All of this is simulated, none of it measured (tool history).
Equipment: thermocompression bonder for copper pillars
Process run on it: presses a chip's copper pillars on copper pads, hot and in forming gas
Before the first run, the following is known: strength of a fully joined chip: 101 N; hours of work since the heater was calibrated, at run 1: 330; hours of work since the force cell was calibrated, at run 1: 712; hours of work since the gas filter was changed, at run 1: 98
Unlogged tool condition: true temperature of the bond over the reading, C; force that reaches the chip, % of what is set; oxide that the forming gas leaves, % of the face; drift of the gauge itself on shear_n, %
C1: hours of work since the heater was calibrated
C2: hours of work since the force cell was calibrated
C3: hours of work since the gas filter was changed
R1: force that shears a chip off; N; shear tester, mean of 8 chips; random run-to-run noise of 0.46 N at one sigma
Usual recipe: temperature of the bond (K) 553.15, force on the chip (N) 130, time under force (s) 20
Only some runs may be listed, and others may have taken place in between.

run 1 hour=0.0 | temperature_of_the_bond_(K)=553.15 force_on_the_chip_(N)=130 time_under_force_(s)=20 | C1=330 C2=712 C3=98 | R1=55.1
run 2 hour=9.2 | temperature_of_the_bond_(K)=553.15 force_on_the_chip_(N)=130 time_under_force_(s)=20 | C1=338 C2=719 C3=105 | R1=54.5
run 3 hour=21.3 | temperature_of_the_bond_(K)=553.15 force_on_the_chip_(N)=130 time_under_force_(s)=20 | C1=347 C2=728 C3=114 | R1=55.3
run 4 hour=28.8 | temperature_of_the_bond_(K)=553.15 force_on_the_chip_(N)=130 time_under_force_(s)=20 | C1=353 C2=734 C3=120 | R1=54.1
run 5 hour=37.7 | temperature_of_the_bond_(K)=553.15 force_on_the_chip_(N)=130 time_under_force_(s)=20 | C1=360 C2=741 C3=127 | R1=54.9
run 6 hour=51.3 | temperature_of_the_bond_(K)=553.15 force_on_the_chip_(N)=130 time_under_force_(s)=20 | C1=370 C2=752 C3=138 | R1=54.4
run 7 hour=66.2 | temperature_of_the_bond_(K)=542.15 force_on_the_chip_(N)=130 time_under_force_(s)=20 | C1=382 C2=763 C3=149 | R1=48.5
run 8 hour=77.3 | temperature_of_the_bond_(K)=542.15 force_on_the_chip_(N)=130 time_under_force_(s)=20 | C1=391 C2=772 C3=158 | R1=49.3
run 9 hour=91.1 | temperature_of_the_bond_(K)=542.15 force_on_the_chip_(N)=130 time_under_force_(s)=20 | C1=401 C2=783 C3=169 | R1=48.5
run 10 hour=100.4 | temperature_of_the_bond_(K)=542.15 force_on_the_chip_(N)=130 time_under_force_(s)=20 | C1=408 C2=790 C3=176 | R1=47.8
run 11 hour=109.9 | temperature_of_the_bond_(K)=542.15 force_on_the_chip_(N)=130 time_under_force_(s)=20 | C1=416 C2=797 C3=183 | R1=48.4
run 12 hour=117.8 | temperature_of_the_bond_(K)=540.15 force_on_the_chip_(N)=130 time_under_force_(s)=20 | C1=422 C2=803 C3=189 | R1=47.3
-- hour=120.0 force cell calibrated
run 13 hour=133.1 | temperature_of_the_bond_(K)=540.15 force_on_the_chip_(N)=130 time_under_force_(s)=20 | C1=433 C2=10 C3=200 | R1=44.7
run 14 hour=142.9 | temperature_of_the_bond_(K)=526.15 force_on_the_chip_(N)=118 time_under_force_(s)=11 | C1=440 C2=18 C3=208 | R1=28.6
run 15 hour=156.9 | temperature_of_the_bond_(K)=526.15 force_on_the_chip_(N)=118 time_under_force_(s)=11 | C1=451 C2=29 C3=219 | R1=28.1
run 16 hour=166.5 | temperature_of_the_bond_(K)=526.15 force_on_the_chip_(N)=118 time_under_force_(s)=11 | C1=459 C2=36 C3=226 | R1=28.3
-- hour=169.0 force cell calibrated, once more
run 17 hour=182.8 | temperature_of_the_bond_(K)=569.15 force_on_the_chip_(N)=123 time_under_force_(s)=45 | C1=470 C2=11 C3=238 | R1=73.8
run 18 hour=194.9 | temperature_of_the_bond_(K)=569.15 force_on_the_chip_(N)=123 time_under_force_(s)=45 | C1=480 C2=20 C3=247 | R1=73.6
run 19 hour=209.0 | temperature_of_the_bond_(K)=526.15 force_on_the_chip_(N)=157 time_under_force_(s)=20 | C1=490 C2=31 C3=258 | R1=47.3
run 20 hour=222.6 | temperature_of_the_bond_(K)=553.15 force_on_the_chip_(N)=99 time_under_force_(s)=27 | C1=501 C2=42 C3=268 | R1=48.6
run 21 hour=228.8 | temperature_of_the_bond_(K)=533.15 force_on_the_chip_(N)=106 time_under_force_(s)=20 | C1=506 C2=46 C3=273 | R1=37.6
run 22 hour=244.2 | temperature_of_the_bond_(K)=543.15 force_on_the_chip_(N)=158 time_under_force_(s)=15 | C1=518 C2=58 C3=285 | R1=49.6

What if the next run were any one of these 4? Each begins from the tool's condition after run 22:
run A hour=259.2 | temperature_of_the_bond_(K)=555.15 force_on_the_chip_(N)=130 time_under_force_(s)=27 | C1=530 C2=70 C3=297 | R1=?
run B hour=259.2 | temperature_of_the_bond_(K)=543.15 force_on_the_chip_(N)=79 time_under_force_(s)=15 | C1=530 C2=70 C3=297 | R1=?
run C hour=259.2 | temperature_of_the_bond_(K)=543.15 force_on_the_chip_(N)=127 time_under_force_(s)=15 | C1=530 C2=70 C3=297 | R1=?
run D hour=259.2 | temperature_of_the_bond_(K)=580.15 force_on_the_chip_(N)=130 time_under_force_(s)=20 | C1=530 C2=70 C3=297 | R1=?

run=A R1=58.9
run=B R1=29.7
run=C R1=42.8
run=D R1=65.7
With no hidden state in the tool, these same runs would have given:
run=A R1=65.3
run=B R1=33.5
run=C R1=48.0
run=D R1=72.3
